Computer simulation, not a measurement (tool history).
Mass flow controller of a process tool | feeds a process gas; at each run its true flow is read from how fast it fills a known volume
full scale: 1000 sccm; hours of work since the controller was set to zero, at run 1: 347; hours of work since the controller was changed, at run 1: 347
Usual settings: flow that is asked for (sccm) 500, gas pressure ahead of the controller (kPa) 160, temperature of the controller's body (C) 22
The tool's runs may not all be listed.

run	hour	flow that is asked for (sccm)	gas pressure ahead of the controller (kPa)	temperature of the controller's body (C)	hours of work since the controller was set to zero	hours of work since the controller was changed	true flow (%)
1	0.0	500	160	22	347	347	98.94
2	86.5	500	250	22	400	400	98.39
3	170.7	500	160	22	451	451	98.64
4	237.5	500	160	22	492	492	98.66
5	285.4	500	162	22	522	522	98.43
6	354.3	500	214	22	564	564	98.25
7	434.8	500	214	22	614	614	98.12
8	513.3	500	214	22	662	662	98.01
9	583.5	500	160	22	705	705	98.22
10	659.4	500	160	22	752	752	98.13
11	735.9	500	160	22	799	799	98.12
12	779.9	500	160	22	826	826	97.91
13	823.4	500	160	22	852	852	97.82
14	870.2	500	160	22	881	881	97.90
15	937.6	681	160	22	923	923	98.06
16	1008.3	500	160	22	966	966	97.70
17	1093.9	500	160	22	1019	1019	97.50
# hour 1106.9: gauge calibrated
18	1172.4	500	160	22	1067	1067	98.87
19	1218.2	500	160	22	1095	1095	98.75

Forecast run 20:
20	1303.9	500	160	22	1148	1148	?

{"run 20": {"true flow (%)": 98.69}}
Without the tool's hidden state the same run would have given true flow (%) 98.93.
